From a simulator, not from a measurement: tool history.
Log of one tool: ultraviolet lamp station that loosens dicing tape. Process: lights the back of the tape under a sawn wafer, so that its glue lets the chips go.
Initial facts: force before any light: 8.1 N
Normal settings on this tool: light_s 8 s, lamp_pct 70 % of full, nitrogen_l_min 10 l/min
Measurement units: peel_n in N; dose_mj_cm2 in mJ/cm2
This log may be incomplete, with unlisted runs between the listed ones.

run 1 hour=0.0 | light_s=8 lamp_pct=70 nitrogen_l_min=10 | peel_n=0.950 dose_mj_cm2=292
run 2 hour=6.9 | light_s=8 lamp_pct=70 nitrogen_l_min=10 | peel_n=0.956 dose_mj_cm2=294
run 3 hour=19.7 | light_s=8 lamp_pct=70 nitrogen_l_min=10 | peel_n=0.952 dose_mj_cm2=294
run 4 hour=31.6 | light_s=8 lamp_pct=70 nitrogen_l_min=10 | peel_n=1.012 dose_mj_cm2=287
run 5 hour=41.5 | light_s=8 lamp_pct=70 nitrogen_l_min=10 | peel_n=0.994 dose_mj_cm2=292
run 6 hour=54.5 | light_s=8 lamp_pct=70 nitrogen_l_min=10 | peel_n=0.983 dose_mj_cm2=289
run 7 hour=62.2 | light_s=8 lamp_pct=70 nitrogen_l_min=10 | peel_n=1.000 dose_mj_cm2=286
run 8 hour=70.4 | light_s=8 lamp_pct=70 nitrogen_l_min=10 | peel_n=1.059 dose_mj_cm2=284
run 9 hour=75.9 | light_s=8 lamp_pct=70 nitrogen_l_min=10 | peel_n=1.002 dose_mj_cm2=288
run 10 hour=87.7 | light_s=8 lamp_pct=70 nitrogen_l_min=10 | peel_n=1.019 dose_mj_cm2=283
run 11 hour=93.1 | light_s=8 lamp_pct=70 nitrogen_l_min=10 | peel_n=1.053 dose_mj_cm2=281
run 12 hour=102.3 | light_s=8 lamp_pct=70 nitrogen_l_min=10 | peel_n=1.036 dose_mj_cm2=283
run 13 hour=111.8 | light_s=8 lamp_pct=70 nitrogen_l_min=10 | peel_n=1.057 dose_mj_cm2=279
run 14 hour=119.4 | light_s=8 lamp_pct=70 nitrogen_l_min=10 | peel_n=1.049 dose_mj_cm2=279
run 15 hour=125.0 | light_s=6 lamp_pct=70 nitrogen_l_min=10 | peel_n=1.743 dose_mj_cm2=206
run 16 hour=138.2 | light_s=6 lamp_pct=70 nitrogen_l_min=10 | peel_n=1.699 dose_mj_cm2=206
run 17 hour=147.6 | light_s=6 lamp_pct=70 nitrogen_l_min=10 | peel_n=1.749 dose_mj_cm2=205
run 18 hour=155.3 | light_s=6 lamp_pct=70 nitrogen_l_min=10 | peel_n=1.813 dose_mj_cm2=207
run 19 hour=167.8 | light_s=15 lamp_pct=70 nitrogen_l_min=10 | peel_n=0.256 dose_mj_cm2=508
run 20 hour=174.1 | light_s=8 lamp_pct=70 nitrogen_l_min=6 | peel_n=1.664 dose_mj_cm2=270
run 21 hour=185.4 | light_s=8 lamp_pct=70 nitrogen_l_min=6 | peel_n=1.671 dose_mj_cm2=269
run 22 hour=192.8 | light_s=8 lamp_pct=70 nitrogen_l_min=6 | peel_n=1.685 dose_mj_cm2=270
run 23 hour=199.6 | light_s=8 lamp_pct=70 nitrogen_l_min=6 | peel_n=1.691 dose_mj_cm2=272
run 24 hour=205.4 | light_s=8 lamp_pct=79 nitrogen_l_min=6 | peel_n=1.390 dose_mj_cm2=300
run 25 hour=217.9 | light_s=6 lamp_pct=75 nitrogen_l_min=10 | peel_n=1.651 dose_mj_cm2=213
run 26 hour=231.1 | light_s=10 lamp_pct=75 nitrogen_l_min=9 | peel_n=0.704 dose_mj_cm2=352
run 27 hour=239.9 | light_s=10 lamp_pct=75 nitrogen_l_min=9 | peel_n=0.703 dose_mj_cm2=356
run 28 hour=249.7 | light_s=6 lamp_pct=75 nitrogen_l_min=3 | peel_n=3.308 dose_mj_cm2=212
run 29 hour=258.6 | light_s=6 lamp_pct=75 nitrogen_l_min=3 | peel_n=3.171 dose_mj_cm2=207
run 30 hour=269.7 | light_s=11 lamp_pct=75 nitrogen_l_min=3 | peel_n=1.545 dose_mj_cm2=382
run 31 hour=280.6 | light_s=5 lamp_pct=89 nitrogen_l_min=6 | peel_n=2.371 dose_mj_cm2=207
run 32 hour=288.8 | light_s=7 lamp_pct=99 nitrogen_l_min=10 | peel_n=0.825 dose_mj_cm2=319
run 33 hour=298.6 | light_s=8 lamp_pct=87 nitrogen_l_min=9 | peel_n=0.900 dose_mj_cm2=316
run 34 hour=309.9 | light_s=8 lamp_pct=87 nitrogen_l_min=3 | peel_n=2.009 dose_mj_cm2=319
run 35 hour=321.2 | light_s=6 lamp_pct=70 nitrogen_l_min=10 | peel_n=1.964 dose_mj_cm2=189
run 36 hour=334.1 | light_s=6 lamp_pct=70 nitrogen_l_min=10 | peel_n=2.037 dose_mj_cm2=185

Each run again, without the hidden state but with its own random variation kept:
Unlogged tool condition in this case: lamp's light, % of a new lamp's; light that the window lets through, % of a clean one's; drift of the gauge itself on peel_n, %; drift of the gauge itself on dose_mj_cm2, %.
run=1 peel_n=0.716 dose_mj_cm2=334
run=2 peel_n=0.716 dose_mj_cm2=336
run=3 peel_n=0.705 dose_mj_cm2=338
run=4 peel_n=0.739 dose_mj_cm2=332
run=5 peel_n=0.722 dose_mj_cm2=339
run=6 peel_n=0.702 dose_mj_cm2=338
run=7 peel_n=0.709 dose_mj_cm2=336
run=8 peel_n=0.747 dose_mj_cm2=335
run=9 peel_n=0.702 dose_mj_cm2=340
run=10 peel_n=0.708 dose_mj_cm2=336
run=11 peel_n=0.728 dose_mj_cm2=335
run=12 peel_n=0.713 dose_mj_cm2=338
run=13 peel_n=0.717 dose_mj_cm2=335
run=14 peel_n=0.706 dose_mj_cm2=336
run=15 peel_n=1.278 dose_mj_cm2=250
run=16 peel_n=1.232 dose_mj_cm2=250
run=17 peel_n=1.261 dose_mj_cm2=251
run=18 peel_n=1.299 dose_mj_cm2=254
run=19 peel_n=0.151 dose_mj_cm2=627
run=20 peel_n=1.152 dose_mj_cm2=334
run=21 peel_n=1.146 dose_mj_cm2=335
run=22 peel_n=1.151 dose_mj_cm2=337
run=23 peel_n=1.147 dose_mj_cm2=340
run=24 peel_n=0.898 dose_mj_cm2=378
run=25 peel_n=1.100 dose_mj_cm2=270
run=26 peel_n=0.388 dose_mj_cm2=449
run=27 peel_n=0.386 dose_mj_cm2=454
run=28 peel_n=2.551 dose_mj_cm2=272
run=29 peel_n=2.439 dose_mj_cm2=268
run=30 peel_n=0.963 dose_mj_cm2=495
run=31 peel_n=1.651 dose_mj_cm2=269
run=32 peel_n=0.432 dose_mj_cm2=417
run=33 peel_n=0.476 dose_mj_cm2=416
run=34 peel_n=1.302 dose_mj_cm2=422
run=35 peel_n=1.253 dose_mj_cm2=251
run=36 peel_n=1.289 dose_mj_cm2=248
